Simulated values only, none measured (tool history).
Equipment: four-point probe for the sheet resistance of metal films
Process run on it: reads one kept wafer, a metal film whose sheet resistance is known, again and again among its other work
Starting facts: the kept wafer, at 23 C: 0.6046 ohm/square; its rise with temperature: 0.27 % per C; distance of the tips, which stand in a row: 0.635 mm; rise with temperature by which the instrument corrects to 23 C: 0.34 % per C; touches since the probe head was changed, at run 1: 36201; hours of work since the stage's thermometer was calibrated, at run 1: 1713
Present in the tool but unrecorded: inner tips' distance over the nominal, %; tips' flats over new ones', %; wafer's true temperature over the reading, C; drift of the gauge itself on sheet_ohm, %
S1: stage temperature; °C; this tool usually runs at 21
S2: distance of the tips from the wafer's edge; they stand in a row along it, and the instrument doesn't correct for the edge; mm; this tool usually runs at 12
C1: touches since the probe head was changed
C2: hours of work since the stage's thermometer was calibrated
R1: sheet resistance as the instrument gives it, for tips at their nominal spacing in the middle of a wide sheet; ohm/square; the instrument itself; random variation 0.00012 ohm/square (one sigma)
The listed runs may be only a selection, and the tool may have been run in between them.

run	hour	S1	S2	C1	C2	R1
1	0	21	12	36201	1713	0.606417
2	102.5	21	12	37771	1760	0.606525
3	201.5	21	12	39288	1807	0.60646
4	314.8	21	12	41022	1860	0.606236
5	417	21	6	42588	1908	0.608772
6	511.5	21	19	44035	1952	0.605529
7	614.3	21	19	45610	2000	0.605671
8	713.3	21	19	47127	2046	0.605513
9	777.3	21	19	48108	2076	0.605537
10	879.4	20	12	49671	2124	0.60654
# hour 937.9: stage's thermometer calibrated
11	962.2	21	12	50931	11	0.606598
12	1077.7	21	12	52700	65	0.606608
13	1148.1	19	12	53779	98	0.607443
14	1264.4	28	15	55559	153	0.603391
15	1383.1	28	15	57378	208	0.603177
16	1457.5	18	38	58518	243	0.606775
17	1576.1	18	38	60334	298	0.606925
18	1628.2	28	38	61132	323	0.602651
19	1679.1	28	38	61912	347	0.602845
20	1794.4	22	3	63677	400	0.619303
21	1856.6	31	7	64630	430	0.60393
22	1922.3	27	24	65636	460	0.603017
23	2007.4	27	24	66940	500	0.603198
24	2084.5	18	21	68121	536	0.606713

Predict each of these 5 candidate next runs independently; none follows another, all start after run 24:
A	2179.8	18	4	69580	581	?
B	2179.8	20	33	69580	581	?
C	2179.8	18	45	69580	581	?
D	2179.8	31	5	69580	581	?
E	2179.8	26	15	69580	581	?

run	R1
A	0.614737
B	0.605833
C	0.606534
D	0.606422
E	0.60382
Take away the tool's hidden state, keep each run's random variation, and the runs would have read:
run	R1
A	0.614899
B	0.605992
C	0.606694
D	0.606577
E	0.603977

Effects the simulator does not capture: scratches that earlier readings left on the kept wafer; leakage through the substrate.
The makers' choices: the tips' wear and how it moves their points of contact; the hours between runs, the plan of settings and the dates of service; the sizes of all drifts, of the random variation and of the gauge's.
